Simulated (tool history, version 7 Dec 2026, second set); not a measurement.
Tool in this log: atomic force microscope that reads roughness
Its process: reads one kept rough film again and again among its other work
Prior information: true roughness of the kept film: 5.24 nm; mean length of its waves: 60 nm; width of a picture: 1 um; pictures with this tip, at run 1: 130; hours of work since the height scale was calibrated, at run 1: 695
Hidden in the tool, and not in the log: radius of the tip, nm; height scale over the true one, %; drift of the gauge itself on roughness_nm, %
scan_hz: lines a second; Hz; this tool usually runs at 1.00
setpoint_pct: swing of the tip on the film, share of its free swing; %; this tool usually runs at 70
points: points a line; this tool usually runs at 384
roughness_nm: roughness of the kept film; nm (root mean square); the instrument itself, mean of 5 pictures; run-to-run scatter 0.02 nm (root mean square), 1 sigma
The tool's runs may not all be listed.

| run | hour | scan_hz | setpoint_pct | points | pictures with this tip | hours of work since the height scale was calibrated | roughness_nm |
|---|---|---|---|---|---|---|---|
| 1 | 0.0 | 1.00 | 70 | 384 | 130 | 695 | 4.677 |
| 2 | 18.7 | 1.00 | 70 | 384 | 153 | 709 | 4.678 |
| 3 | 60.7 | 1.00 | 70 | 384 | 205 | 742 | 4.595 |
| 4 | 99.7 | 1.00 | 70 | 384 | 254 | 773 | 4.513 |
|  | 113.2 | new tip fitted |
| 5 | 142.5 | 1.00 | 70 | 384 | 36 | 805 | 4.785 |
| 6 | 175.1 | 1.00 | 70 | 384 | 77 | 831 | 4.798 |
| 7 | 208.6 | 1.00 | 70 | 384 | 118 | 857 | 4.707 |
| 8 | 237.0 | 1.00 | 70 | 384 | 154 | 879 | 4.670 |
| 9 | 269.0 | 1.26 | 70 | 384 | 193 | 904 | 4.605 |
| 10 | 306.3 | 1.00 | 62 | 384 | 240 | 933 | 4.573 |
|  | 333.6 | new tip fitted |
| 11 | 350.5 | 1.00 | 62 | 384 | 21 | 967 | 4.877 |
| 12 | 370.5 | 1.00 | 63 | 384 | 46 | 983 | 4.831 |
| 13 | 394.5 | 1.00 | 81 | 384 | 75 | 1001 | 4.720 |
| 14 | 430.0 | 0.88 | 81 | 384 | 120 | 1029 | 4.649 |
| 15 | 453.8 | 1.85 | 81 | 384 | 149 | 1047 | 4.513 |
| 16 | 490.2 | 1.00 | 70 | 384 | 194 | 1076 | 4.576 |
| 17 | 520.2 | 1.00 | 67 | 384 | 231 | 1099 | 4.538 |
|  | 553.0 | new tip fitted |
| 18 | 553.9 | 1.00 | 67 | 975 | 1 | 1125 | 4.892 |
| 19 | 584.8 | 1.00 | 67 | 975 | 39 | 1149 | 4.848 |
| 20 | 616.0 | 1.00 | 70 | 420 | 78 | 1173 | 4.746 |
| 21 | 638.2 | 1.00 | 81 | 384 | 105 | 1191 | 4.630 |
| 22 | 675.1 | 3.16 | 56 | 603 | 151 | 1219 | 4.675 |
|  | 678.6 | height scale calibrated on a step standard |
| 23 | 711.4 | 3.16 | 56 | 603 | 195 | 26 | 4.540 |
| 24 | 731.8 | 0.68 | 74 | 603 | 220 | 41 | 4.526 |
|  | 770.3 | height scale calibrated on a step standard, once more |
| 25 | 770.3 | 1.00 | 62 | 1017 | 267 | 0 | 4.557 |
|  | 773.9 | new tip fitted |
| 26 | 815.6 | 1.00 | 56 | 384 | 51 | 35 | 4.895 |
| 27 | 845.7 | 1.00 | 62 | 384 | 89 | 58 | 4.806 |
| 28 | 871.7 | 1.00 | 62 | 384 | 121 | 79 | 4.784 |
| 29 | 910.1 | 4.00 | 79 | 384 | 169 | 108 | 4.256 |
| 30 | 938.7 | 4.00 | 79 | 384 | 204 | 131 | 4.206 |
| 31 | 980.7 | 4.00 | 79 | 384 | 256 | 163 | 4.146 |
|  | 992.5 | new tip fitted |
| 32 | 1002.4 | 4.00 | 79 | 384 | 13 | 180 | 4.499 |
| 33 | 1028.7 | 4.00 | 58 | 337 | 45 | 200 | 4.790 |
| 34 | 1058.5 | 2.13 | 59 | 636 | 82 | 224 | 4.764 |
| 35 | 1099.0 | 2.13 | 59 | 636 | 133 | 255 | 4.720 |
| 36 | 1126.2 | 2.85 | 70 | 384 | 166 | 276 | 4.491 |
| 37 | 1161.5 | 0.68 | 70 | 477 | 210 | 304 | 4.605 |
| 38 | 1197.2 | 0.68 | 79 | 429 | 254 | 332 | 4.552 |
|  | 1213.1 | new tip fitted |
| 39 | 1232.5 | 2.01 | 65 | 324 | 24 | 359 | 4.850 |
| 40 | 1262.6 | 2.01 | 65 | 324 | 61 | 382 | 4.768 |
| 41 | 1288.0 | 3.17 | 70 | 472 | 93 | 402 | 4.665 |

A few steps of roughness_nm between consecutive runs. Split each: what settings, incoming material and random variation would produce without the hidden state, and what is left over for the hidden state, along with gauge scatter present in only one of the two compared results (measured, and without hidden state):
Run 10 -> 11: new tip fitted. roughness_nm +0.304 nm (root mean square): hidden state +0.338, all else -0.034.
Run 17 -> 18: points 384 -> 975, new tip fitted. roughness_nm +0.354 nm (root mean square): hidden state +0.338, all else +0.016.
Run 28 -> 29: scan_hz 1.00 -> 4.00, setpoint_pct 62 -> 79. roughness_nm -0.528 nm (root mean square): hidden state -0.050, all else -0.478.
Run 31 -> 32: new tip fitted. roughness_nm +0.353 nm (root mean square): hidden state +0.330, all else +0.023.
Run 38 -> 39: scan_hz 0.68 -> 2.01, setpoint_pct 79 -> 65, points 429 -> 324, new tip fitted. roughness_nm +0.298 nm (root mean square): hidden state +0.333, all else -0.035.
